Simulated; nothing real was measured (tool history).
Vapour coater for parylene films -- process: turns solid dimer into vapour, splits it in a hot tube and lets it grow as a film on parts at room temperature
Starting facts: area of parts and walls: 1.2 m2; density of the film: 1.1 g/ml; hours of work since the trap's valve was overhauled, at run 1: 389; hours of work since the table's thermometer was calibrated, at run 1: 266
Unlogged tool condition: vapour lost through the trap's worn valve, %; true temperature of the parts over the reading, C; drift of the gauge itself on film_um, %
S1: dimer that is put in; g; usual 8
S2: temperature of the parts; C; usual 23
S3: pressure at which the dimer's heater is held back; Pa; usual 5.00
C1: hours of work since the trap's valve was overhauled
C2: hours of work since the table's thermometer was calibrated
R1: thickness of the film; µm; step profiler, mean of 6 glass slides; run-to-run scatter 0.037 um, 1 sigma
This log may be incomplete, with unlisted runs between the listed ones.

run	hour	S1	S2	S3	C1	C2	R1
1	0.0	8	23	5.00	389	266	3.66
2	69.7	8	23	5.00	436	313	3.55
3	133.9	8	23	5.00	480	357	3.59
4	163.3	8	23	5.00	500	377	3.59
5	225.6	8	23	5.00	542	419	3.49
6	259.7	8	23	5.00	565	442	3.56
# hour 280.6: trap's valve overhauled
7	296.1	8	23	5.00	11	464	3.91
8	328.2	8	23	5.00	32	486	3.96
9	363.0	8	23	5.00	56	509	3.96
10	402.2	12	23	5.00	82	536	5.90
11	465.6	8	23	2.89	125	579	4.01
12	501.9	8	23	2.89	150	603	3.99
13	561.9	8	23	2.89	190	644	4.02
14	601.6	8	23	2.89	217	671	3.97
15	670.8	8	23	2.89	264	718	3.99
16	724.0	8	23	2.89	300	754	3.86
17	785.7	8	23	2.89	342	795	3.93
18	817.7	8	23	5.00	364	817	3.67
19	880.1	8	23	5.00	406	859	3.62
20	931.1	8	23	5.00	440	894	3.72
21	992.4	8	23	5.00	482	935	3.64
22	1027.8	8	23	2.09	506	959	3.83
23	1096.1	8	23	5.00	552	1006	3.57
# hour 1136.4: trap's valve overhauled
24	1143.7	8	23	5.00	5	1035	4.01
25	1205.4	8	21	8.84	47	1077	3.90
26	1245.3	5	22	2.17	74	1104	2.69
27	1296.4	4	23	11.53	108	1138	1.81
28	1343.0	8	27	5.00	140	1170	3.68
29	1412.2	8	27	5.00	187	1217	3.59
30	1464.1	8	27	5.00	222	1252	3.60
31	1528.4	8	27	5.00	265	1295	3.51
32	1566.4	8	27	5.00	291	1321	3.57
33	1624.2	8	27	8.38	330	1360	3.41
34	1654.0	12	28	2.45	350	1380	5.47
35	1712.2	13	28	2.54	390	1420	5.85
36	1764.7	3	20	3.12	425	1455	1.51
37	1818.8	10	32	11.65	462	1492	3.69
38	1859.8	8	25	3.72	490	1520	3.58
39	1902.4	5	25	10.83	519	1549	2.07
40	1938.9	5	25	2.31	543	1573	2.31
41	1968.1	8	18	5.51	563	1593	3.83
# hour 1993.3: trap's valve overhauled
42	2042.3	5	19	9.35	33	1641	2.53
43	2110.1	8	23	3.51	79	1687	4.04
44	2147.6	7	23	3.01	104	1712	3.58
45	2182.6	7	23	3.01	128	1736	3.60
46	2233.8	6	29	2.26	163	1770	2.85

For run 47, what comes out?
47	2262.8	3	26	5.46	182	1790	?

R1: 1.37 µm
The same run, on a tool lacking any hidden state, would have yielded R1 1.39 µm.
